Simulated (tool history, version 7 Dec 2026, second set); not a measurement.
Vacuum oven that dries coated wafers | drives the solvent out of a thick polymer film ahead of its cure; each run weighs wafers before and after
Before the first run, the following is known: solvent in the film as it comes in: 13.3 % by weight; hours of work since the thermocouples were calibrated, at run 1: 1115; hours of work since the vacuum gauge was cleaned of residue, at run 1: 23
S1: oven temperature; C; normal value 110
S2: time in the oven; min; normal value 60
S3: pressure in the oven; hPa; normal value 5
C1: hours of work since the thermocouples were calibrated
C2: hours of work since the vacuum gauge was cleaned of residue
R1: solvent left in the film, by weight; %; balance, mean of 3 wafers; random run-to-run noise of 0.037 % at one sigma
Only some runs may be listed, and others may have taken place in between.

{"run": 1, "day": 0.0, "S1": 110, "S2": 60, "S3": 5, "C1": 1115, "C2": 23, "R1": 1.63}
{"run": 2, "day": 2.646, "S1": 110, "S2": 60, "S3": 5, "C1": 1147, "C2": 55, "R1": 1.66}
{"run": 3, "day": 4.921, "S1": 110, "S2": 60, "S3": 5, "C1": 1174, "C2": 82, "R1": 1.66}
{"run": 4, "day": 7.308, "S1": 110, "S2": 60, "S3": 5, "C1": 1203, "C2": 111, "R1": 1.63}
{"run": 5, "day": 11.617, "S1": 110, "S2": 60, "S3": 5, "C1": 1255, "C2": 162, "R1": 1.65}
{"run": 6, "day": 14.25, "S1": 110, "S2": 60, "S3": 5, "C1": 1286, "C2": 194, "R1": 1.63}
{"run": 7, "day": 17.833, "S1": 110, "S2": 60, "S3": 5, "C1": 1329, "C2": 237, "R1": 1.58}
{"run": 8, "day": 21.133, "S1": 110, "S2": 60, "S3": 5, "C1": 1369, "C2": 277, "R1": 1.62}
{"run": 9, "day": 25.971, "S1": 110, "S2": 60, "S3": 5, "C1": 1427, "C2": 335, "R1": 1.6}
{"run": 10, "day": 28.092, "S1": 110, "S2": 60, "S3": 5, "C1": 1453, "C2": 361, "R1": 1.59}
{"run": 11, "day": 32.133, "S1": 110, "S2": 60, "S3": 5, "C1": 1501, "C2": 409, "R1": 1.62}
{"day": 33.838, "done": "oven's thermocouples calibrated"}
{"run": 12, "day": 36.262, "S1": 110, "S2": 60, "S3": 5, "C1": 29, "C2": 458, "R1": 2}
{"run": 13, "day": 38.275, "S1": 110, "S2": 60, "S3": 5, "C1": 53, "C2": 482, "R1": 2.07}
{"run": 14, "day": 41.35, "S1": 110, "S2": 60, "S3": 8.25, "C1": 90, "C2": 519, "R1": 2.07}
{"run": 15, "day": 44.471, "S1": 110, "S2": 101, "S3": 5.43, "C1": 128, "C2": 557, "R1": 0.73}
{"run": 16, "day": 47.608, "S1": 109, "S2": 59, "S3": 2.83, "C1": 166, "C2": 595, "R1": 2.18}
{"run": 17, "day": 50.262, "S1": 109, "S2": 106, "S3": 3.71, "C1": 198, "C2": 626, "R1": 0.69}
{"run": 18, "day": 54.304, "S1": 113, "S2": 65, "S3": 11.09, "C1": 246, "C2": 675, "R1": 1.46}
{"run": 19, "day": 58.742, "S1": 113, "S2": 32, "S3": 2.87, "C1": 300, "C2": 728, "R1": 3.8}
{"run": 20, "day": 63.379, "S1": 97, "S2": 55, "S3": 5, "C1": 355, "C2": 784, "R1": 4.49}
{"run": 21, "day": 68.333, "S1": 107, "S2": 33, "S3": 12.48, "C1": 415, "C2": 844, "R1": 4.75}
{"run": 22, "day": 72.0, "S1": 104, "S2": 96, "S3": 5, "C1": 459, "C2": 888, "R1": 1.38}
{"run": 23, "day": 75.55, "S1": 104, "S2": 50, "S3": 9.38, "C1": 502, "C2": 931, "R1": 3.61}

Describe how what the log doesn't record of the tool's condition differs between the last listed run preceding each entry between runs and the first listed run following it.
From run 11 to run 12: oven's thermocouples calibrated (day 33.838)
  true wafer temperature over the reading, C: 2.82 -> -0.37; true pressure over the reading, kPa: 0.083 -> 0.092
  measured less the result without the state, R1: -0.37 -> +0.07 %
